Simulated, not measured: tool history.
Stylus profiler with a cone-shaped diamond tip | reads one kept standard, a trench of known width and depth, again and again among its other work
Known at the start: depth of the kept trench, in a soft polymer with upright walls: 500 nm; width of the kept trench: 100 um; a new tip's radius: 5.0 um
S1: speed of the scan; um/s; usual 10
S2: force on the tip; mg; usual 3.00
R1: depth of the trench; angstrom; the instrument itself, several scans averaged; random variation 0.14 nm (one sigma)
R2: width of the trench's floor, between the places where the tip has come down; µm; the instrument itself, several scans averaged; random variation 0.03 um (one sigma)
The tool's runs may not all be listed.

run,hour,S1,S2,R1,R2
1,0.0,10,3.00,5052.9,94.23
2,14.0,13,3.00,5052.1,94.21
3,31.5,13,3.00,5051.9,94.16
4,50.0,13,3.00,5050.4,94.18
5,60.3,13,3.00,5052.5,94.15
6,69.8,10,3.00,5049.1,94.11
7,85.8,10,3.00,5052.9,94.11
8,98.6,10,2.78,5045.6,94.13
9,109.9,10,2.78,5043.4,94.10
10,120.6,10,2.78,5044.5,94.08
11,130.8,10,3.00,5048.3,94.13
12,143.2,35,3.00,5051.9,94.06
13,154.6,35,3.00,5051.3,94.02
14,173.6,35,3.00,5048.0,94.05
15,187.6,10,2.91,5046.9,94.06
16,200.2,10,3.00,5049.9,94.06
17,210.7,10,1.06,5001.6,94.04
18,225.6,10,1.06,5002.2,94.04
19,235.1,10,1.06,5002.3,94.01
20,253.3,10,1.06,5001.6,94.04
21,268.5,10,3.00,5046.1,94.05
22,280.6,10,3.00,5047.0,94.03
23,296.6,10,3.00,5045.2,94.02
24,310.0,10,3.00,5045.4,93.99
25,325.1,6,5.00,5084.5,94.04
26,339.3,10,3.53,5057.0,93.98
27,359.0,23,1.45,5007.4,93.98
28,377.7,38,1.77,5017.6,93.90
29,388.1,31,2.31,5029.9,93.89
30,398.5,10,1.18,4976.2,93.93
31,415.6,10,1.18,5051.4,95.56
32,435.3,10,1.18,5051.9,95.50
33,448.1,10,1.18,5050.9,95.55
34,467.0,34,1.11,5047.0,95.33
35,481.3,34,2.79,5088.6,95.44
36,492.2,31,1.32,5055.1,95.38
37,504.2,25,6.40,5152.0,95.49
38,515.5,33,3.16,5095.9,95.41
39,535.5,33,3.16,5094.8,95.36
40,544.5,13,5.13,5131.6,95.48
41,556.5,13,5.13,5134.6,95.42
42,576.0,5,1.31,5050.0,95.41
43,588.4,5,1.31,5048.5,95.44
44,601.8,3,2.30,5075.2,95.46
45,620.1,10,7.74,5175.1,95.41
46,631.6,10,7.74,5174.8,95.42
47,651.1,10,3.72,5101.0,95.41

Not shown: 3 entries that the log had between the listed runs. Between which runs, and how does the tool's hidden state differ before and after?
Between runs 29 and 30: height scale calibrated on a step standard (hour 389.6)
  radius of the tip, um: 9.26 -> 9.28; height scale over the true one, %: -0.956 -> -1.457
  measured less the result without the state, R1: -48.6 -> -73.6 angstrom; R2: -1.65 -> -1.65 µm
Between runs 30 and 31: new tip fitted, height scale calibrated (hour 401.4)
  radius of the tip, um: 9.28 -> 5.15; height scale over the true one, %: -1.457 -> 0.015
  measured less the result without the state, R1: -73.6 -> +0.8 angstrom; R2: -1.65 -> -0.07 µm
Between runs 34 and 35: height scale calibrated on a step standard, once more (hour 477.4)
  radius of the tip, um: 5.23 -> 5.25; height scale over the true one, %: -0.004 -> -0.005
  measured less the result without the state, R1: -0.2 -> -0.3 angstrom; R2: -0.10 -> -0.11 µm
